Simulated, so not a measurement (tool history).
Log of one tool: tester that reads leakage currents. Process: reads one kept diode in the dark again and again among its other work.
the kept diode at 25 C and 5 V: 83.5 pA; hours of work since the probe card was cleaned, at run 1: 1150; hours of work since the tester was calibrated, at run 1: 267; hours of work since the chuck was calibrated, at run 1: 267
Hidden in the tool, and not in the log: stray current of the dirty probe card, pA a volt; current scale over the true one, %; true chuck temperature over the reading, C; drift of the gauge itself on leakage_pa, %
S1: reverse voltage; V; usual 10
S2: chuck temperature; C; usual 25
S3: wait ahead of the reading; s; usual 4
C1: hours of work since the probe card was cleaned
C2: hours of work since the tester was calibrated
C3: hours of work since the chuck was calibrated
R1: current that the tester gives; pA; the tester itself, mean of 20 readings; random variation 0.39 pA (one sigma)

Run 1, hour 0: usual settings; C1 1150; C2 267; C3 267. Result: R1 127.7 pA.
Run 2, hour 14.1: usual settings; C1 1156; C2 273; C3 273. Result: R1 127.75 pA.
Run 3, hour 37.9: usual settings; C1 1165; C2 283; C3 283. Result: R1 126.9 pA.
Run 4, hour 52.6: usual settings; C1 1171; C2 289; C3 289. Result: R1 127.21 pA.
Run 5, hour 76.2: usual settings; C1 1181; C2 298; C3 298. Result: R1 127 pA.
Run 6, hour 93.3: usual settings but S1 2.7 V; C1 1188; C2 305; C3 305. Result: R1 58.49 pA.
Run 7, hour 112.8: usual settings but S1 2.7 V; C1 1196; C2 313; C3 313. Result: R1 58.25 pA.
Run 8, hour 128.4: usual settings; C1 1202; C2 319; C3 319. Result: R1 127.35 pA.
Run 9, hour 141.4: usual settings; C1 1207; C2 325; C3 325. Result: R1 126.95 pA.
Run 10, hour 154.9: usual settings but S3 0.5 s; C1 1213; C2 330; C3 330. Result: R1 132.92 pA.
Run 11, hour 177.4: usual settings; C1 1222; C2 339; C3 339. Result: R1 127.08 pA.
Run 12, hour 194.7: usual settings; C1 1229; C2 346; C3 346. Result: R1 127.49 pA.
Run 13, hour 210.3: usual settings; C1 1235; C2 352; C3 352. Result: R1 127.07 pA.
Run 14, hour 236: usual settings; C1 1245; C2 363; C3 363. Result: R1 127.52 pA.
Run 15, hour 257.4: usual settings but S3 6.19 s; C1 1254; C2 371; C3 371. Result: R1 127.59 pA.
Run 16, hour 283.8: usual settings but S2 27 C; C1 1265; C2 382; C3 382. Result: R1 153.97 pA.
Run 17, hour 297: usual settings but S2 27 C; C1 1270; C2 387; C3 387. Result: R1 154.22 pA.
Run 18, hour 310: usual settings but S3 0.4 s; C1 1275; C2 393; C3 393. Result: R1 135.52 pA.
Run 19, hour 335.5: usual settings but S1 2.8 V; C1 1285; C2 403; C3 403. Result: R1 59.25 pA.
Run 20, hour 361.2: usual settings but S1 2.8 V; C1 1296; C2 413; C3 413. Result: R1 59.68 pA.
Run 21, hour 384.5: usual settings but S1 2.8 V; C1 1305; C2 423; C3 423. Result: R1 59.45 pA.
Run 22, hour 409.7: usual settings but S1 2.8 V; C1 1315; C2 433; C3 433. Result: R1 59.54 pA.
Run 23, hour 427.1: usual settings but S1 1.1 V, S2 23 C, S3 1.24 s; C1 1322; C2 440; C3 440. Result: R1 28.27 pA.
Run 24, hour 446.5: usual settings but S1 1.1 V, S2 23 C, S3 1.24 s; C1 1330; C2 448; C3 448. Result: R1 28.31 pA.
Run 25, hour 474.4: usual settings but S3 3.8 s; C1 1341; C2 459; C3 459. Result: R1 127.88 pA.
Run 26, hour 487.5: usual settings but S3 3.8 s; C1 1347; C2 464; C3 464. Result: R1 127.96 pA.
Run 27, hour 514.8: usual settings but S1 9.8 V, S3 0.33 s; C1 1358; C2 475; C3 475. Result: R1 135.19 pA.
Run 28, hour 531.1: usual settings but S1 4.4 V, S2 57 C, S3 6.83 s; C1 1364; C2 482; C3 482. Result: R1 1232.98 pA.
Run 29, hour 553.2: usual settings but S1 4.4 V, S2 57 C, S3 6.83 s; C1 1373; C2 491; C3 491. Result: R1 1225.49 pA.
Run 30, hour 576.3: usual settings but S2 53 C, S3 0.32 s; C1 1383; C2 500; C3 500. Result: R1 1478.39 pA.
Run 31, hour 601.7: usual settings but S1 10.2 V, S2 33 C, S3 8.1 s; C1 1393; C2 510; C3 510. Result: R1 269.83 pA.
Run 32, hour 614.2: usual settings but S1 10.2 V, S2 33 C, S3 8.1 s; C1 1398; C2 515; C3 515. Result: R1 269.98 pA.
Run 33, hour 640.5: usual settings but S1 2.5 V, S2 46 C, S3 0.7 s; C1 1408; C2 526; C3 526. Result: R1 363.22 pA.
Run 34, hour 666.6: usual settings but S1 19.5 V, S2 46 C, S3 3.63 s; C1 1419; C2 536; C3 536. Result: R1 1235.19 pA.
Run 35, hour 684: usual settings but S2 24 C, S3 7.31 s; C1 1426; C2 543; C3 543. Result: R1 115.29 pA.
Run 36, hour 710: usual settings but S1 9.2 V, S3 1.41 s; C1 1436; C2 554; C3 554. Result: R1 122.37 pA.
Run 37, hour 724.2: usual settings but S1 9.2 V, S2 24 C, S3 1.35 s; C1 1442; C2 560; C3 560. Result: R1 111.52 pA.
Run 38, hour 749.9: usual settings but S1 9.2 V, S2 24 C, S3 1.35 s; C1 1453; C2 570; C3 570. Result: R1 111.79 pA.
Run 39, hour 775: usual settings but S1 9.2 V, S2 24 C, S3 1.35 s; C1 1463; C2 580; C3 580. Result: R1 111.98 pA.
Run 40, hour 803.5: usual settings but S1 7.9 V, S2 24 C, S3 0.44 s; C1 1474; C2 592; C3 592. Result: R1 106.03 pA.

Forecast each of these 4 alternatives for the next run:
Run A, hour 818.6: usual settings but S2 53 C; C1 1480; C2 598; C3 598. Result: R1 ?.
Run B, hour 818.6: usual settings but S1 7.9 V, S2 36 C, S3 0.5 s; C1 1480; C2 598; C3 598. Result: R1 ?.
Run C, hour 818.6: usual settings but S1 8.7 V, S2 21 C, S3 0.37 s; C1 1480; C2 598; C3 598. Result: R1 ?.
Run D, hour 818.6: usual settings but S2 23 C; C1 1480; C2 598; C3 598. Result: R1 ?.

run      R1
  A  1466.5
  B  310.07
  C   86.69
  D  105.41
Without the tool's hidden state the same runs would have given:
run       R1
  A  1465.36
  B    309.8
  C    86.61
  D    105.3

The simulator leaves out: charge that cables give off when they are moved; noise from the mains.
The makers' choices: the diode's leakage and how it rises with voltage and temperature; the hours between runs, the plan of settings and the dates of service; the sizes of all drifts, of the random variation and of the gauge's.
